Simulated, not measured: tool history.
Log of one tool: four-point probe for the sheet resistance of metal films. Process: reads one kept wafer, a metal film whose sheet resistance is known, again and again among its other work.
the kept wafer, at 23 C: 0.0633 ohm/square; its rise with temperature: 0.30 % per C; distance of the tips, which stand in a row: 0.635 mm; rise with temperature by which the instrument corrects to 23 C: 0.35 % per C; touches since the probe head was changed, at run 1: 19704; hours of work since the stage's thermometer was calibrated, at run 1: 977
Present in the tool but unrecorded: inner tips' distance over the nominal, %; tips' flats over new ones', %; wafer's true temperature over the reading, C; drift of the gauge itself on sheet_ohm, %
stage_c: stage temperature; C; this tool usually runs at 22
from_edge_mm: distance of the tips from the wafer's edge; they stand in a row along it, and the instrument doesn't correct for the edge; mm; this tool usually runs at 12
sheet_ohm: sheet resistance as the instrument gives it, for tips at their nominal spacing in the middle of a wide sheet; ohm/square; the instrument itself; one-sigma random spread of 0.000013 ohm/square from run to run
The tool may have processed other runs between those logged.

run	day	stage_c	from_edge_mm	touches since the probe head was changed	hours of work since the stage's thermometer was calibrated	sheet_ohm
1	0.000	22	12	19704	977	0.063621
2	1.592	22	12	20459	1001	0.063626
3	2.742	22	12	21005	1019	0.063645
4	4.204	22	12	21698	1041	0.063619
5	6.358	21	12	22721	1074	0.063675
6	9.125	21	12	24034	1117	0.063671
7	10.658	21	12	24761	1140	0.063649
8	11.996	34	3	25395	1161	0.064654
9	13.275	34	3	26002	1180	0.064650
10	14.596	34	8	26629	1200	0.063377
11	16.650	31	8	27604	1232	0.063476
12	18.225	30	8	28352	1256	0.063503
13	20.708	22	21	29529	1294	0.063528
14	22.671	29	55	30461	1324	0.063303

Branching from run 14: 5 alternative next runs. What would each branch give?
A	25.317	23	19	31716	1365	?
B	25.317	22	12	31716	1365	?
C	25.317	22	23	31716	1365	?
D	25.317	32	8	31716	1365	?
E	25.317	19	55	31716	1365	?

run	sheet_ohm
A	0.063512
B	0.063560
C	0.063519
D	0.063401
E	0.063600
The same runs, with their run-to-run variation unchanged, on a tool lacking any hidden condition would have given:
run	sheet_ohm
A	0.063342
B	0.063389
C	0.063348
D	0.063232
E	0.063428
